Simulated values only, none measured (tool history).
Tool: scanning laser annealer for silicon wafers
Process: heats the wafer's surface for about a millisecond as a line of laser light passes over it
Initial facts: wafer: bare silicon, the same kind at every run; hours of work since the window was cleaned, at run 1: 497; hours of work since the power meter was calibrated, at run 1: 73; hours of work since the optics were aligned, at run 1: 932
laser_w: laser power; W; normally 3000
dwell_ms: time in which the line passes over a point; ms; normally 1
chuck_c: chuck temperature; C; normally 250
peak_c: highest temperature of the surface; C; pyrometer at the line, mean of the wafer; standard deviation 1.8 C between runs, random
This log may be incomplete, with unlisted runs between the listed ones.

run	day	laser_w	dwell_ms	chuck_c	hours of work since the window was cleaned	hours of work since the power meter was calibrated	hours of work since the optics were aligned	peak_c
1	0	3000	1	250	497	73	932	1058
2	1.067	3000	1	250	516	92	951	1055
3	2.133	3000	1	222	535	111	970	1026
4	3.112	3000	1	222	553	129	988	1029
5	3.962	3000	1	222	568	144	1003	1025
6	5.767	3000	1	222	600	177	1035	1028
# day 6.633: window over the wafer cleaned
7	6.896	3000	1	250	5	195	1054	1058
8	7.996	3000	1	250	24	215	1074	1057
9	9.838	3000	1	250	58	248	1107	1053
10	11.038	3000	1	250	79	270	1128	1056
# day 12.942: optics aligned, line set to its width
11	13.004	3000	1	250	111	301	1	1055
12	14.538	3000	1	250	138	329	29	1055
13	15.767	3000	1	250	160	351	51	1055
14	16.829	3000	1	250	179	370	70	1055
15	18.146	3000	1	250	203	394	94	1055
16	19.6	3000	1	250	229	420	120	1055
17	20.55	3000	1	250	246	437	137	1056
18	21.888	3000	1	250	270	461	161	1058
19	23.504	3000	1	250	299	490	190	1055
20	25.046	3000	1	250	327	518	217	1055
21	26.762	3000	1	250	358	549	248	1054
22	28.254	3000	1	250	385	575	275	1050
23	29.812	3000	1	250	413	603	303	1054
24	31.146	2725	0.92	237	437	627	327	932
25	32.217	3000	0.79	276	456	647	346	993

Expected results for the next run?
26	33.133	2943	0.79	212	472	663	363	?

For run 26 the tool returned peak_c 914 C.
The same run, on a tool lacking any hidden state, would have yielded peak_c 915 C.
